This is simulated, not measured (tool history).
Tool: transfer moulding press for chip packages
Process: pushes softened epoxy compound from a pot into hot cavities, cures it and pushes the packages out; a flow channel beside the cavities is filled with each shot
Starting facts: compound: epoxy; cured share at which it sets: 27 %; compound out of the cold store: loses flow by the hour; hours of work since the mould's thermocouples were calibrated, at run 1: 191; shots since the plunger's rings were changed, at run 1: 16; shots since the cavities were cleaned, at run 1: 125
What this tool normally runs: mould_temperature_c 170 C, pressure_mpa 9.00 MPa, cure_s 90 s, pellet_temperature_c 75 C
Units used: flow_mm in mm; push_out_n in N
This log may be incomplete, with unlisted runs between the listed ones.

run    day  mould_temperature_c  pressure_mpa  cure_s  pellet_temperature_c  hours of work since the mould's thermocouples were calibrated  shots since the plunger's rings were changed  shots since the cavities were cleaned  incoming compound's hours out of the cold store  flow_mm  push_out_n
  1  0.000                  170          9.00      90                    75                                                            191                                            16                                    125                                             32.2      823         447
  2  0.329                  170          9.00      90                    75                                                            195                                           101                                    210                                             34.1      810         489
  3  0.533                  170          9.00      90                    75                                                            197                                           153                                    262                                             35.4      796         519
  4  0.962                  170          9.00      90                    75                                                            202                                           264                                    373                                             37.2      783         559
  5  1.196                  170          9.00      90                    75                                                            205                                           324                                    433                                             45.1      741         553
  6  1.492                  170          9.00      90                    75                                                            208                                           400                                    509                                             34.3      800         583
  7  1.904                  170          9.00      90                    75                                                            213                                           507                                    616                                             27.0      841         653
  8  2.254                  170          9.00      90                    75                                                            217                                           596                                    705                                             30.0      824         609
  9  2.442                  170          9.00      90                    75                                                            220                                           645                                    754                                             41.5      766         617
 10  2.662                  170          9.00      90                    75                                                            222                                           702                                    811                                             32.3      808         653
 11  2.992                  170          9.00      90                    75                                                            226                                           787                                    896                                             11.4      933         701
 12  3.312                  172          9.00      90                    75                                                            230                                           869                                    978                                             37.8      774         574
     3.588  -- cavities cleaned with cleaning compound and waxed
 13  3.688                  172          9.00      90                    75                                                            234                                           950                                     26                                             39.7      767         603
 14  4.054                  170          9.00      90                    75                                                            238                                          1044                                    120                                             47.4      723         645
 15  4.358                  170          9.00      90                    75                                                            242                                          1123                                    199                                             13.0      925         722
 16  4.596                  170         10.12     115                    75                                                            244                                          1184                                    260                                             20.4      923         437
 17  4.867                  170          9.00      96                    81                                                            248                                          1254                                    330                                             16.7      902         596
 18  5.279                  170          9.00      96                    81                                                            252                                          1360                                    436                                             43.7      740         544
 19  5.479                  167         10.34     112                    75                                                            255                                          1411                                    487                                             39.8      822         499
     5.638  -- cavities cleaned with cleaning compound and waxed, once more
 20  5.983                  177          7.05     120                    78                                                            260                                          1525                                     89                                             33.3      696         242
 21  6.208                  175          7.12      90                    75                                                            263                                          1583                                    147                                             38.9      677         327
 22  6.396                  175          7.12      90                    75                                                            265                                          1631                                    195                                             18.5      778         383
 23  6.817                  175          7.12      90                    75                                                            270                                          1739                                    303                                             12.8      808         427
 24  7.067                  175          7.12      90                    75                                                            273                                          1804                                    368                                             38.2      673         425
 25  7.288                  170          6.82      74                    73                                                            275                                          1861                                    425                                             13.3      796        1023
 26  7.521                  166          8.01      91                    85                                                            278                                          1922                                    486                                              8.4      893         802
 27  7.846                  172          7.94      90                    75                                                            282                                          2005                                    569                                             23.8      792         540
 28  8.038                  172          8.35      86                    75                                                            284                                          2054                                    618                                             15.6      858         651
 29  8.417                  170          9.00      77                    75                                                            289                                          2152                                    716                                             15.2      896        1004

Each row is a separate what-if for the run after 29, all from the same tool condition, not one after another. Results?
  A  8.712                  170          9.00      70                    82                                                            292                                          2228                                    792                                             43.0        ?           ?
  B  8.712                  170          8.67     128                    65                                                            292                                          2228                                    792                                             25.2        ?           ?
  C  8.712                  178          9.00      90                    66                                                            292                                          2228                                    792                                             23.2        ?           ?
  D  8.712                  170          9.00     109                    75                                                            292                                          2228                                    792                                             41.4        ?           ?

run  flow_mm  push_out_n
  A      735        1107
  B      815         395
  C      835         442
  D      744         440
The same runs, with their run-to-run variation unchanged, on a tool lacking any hidden condition would have given:
run  flow_mm  push_out_n
  A      759         537
  B      842         199
  C      862         215
  D      768         216
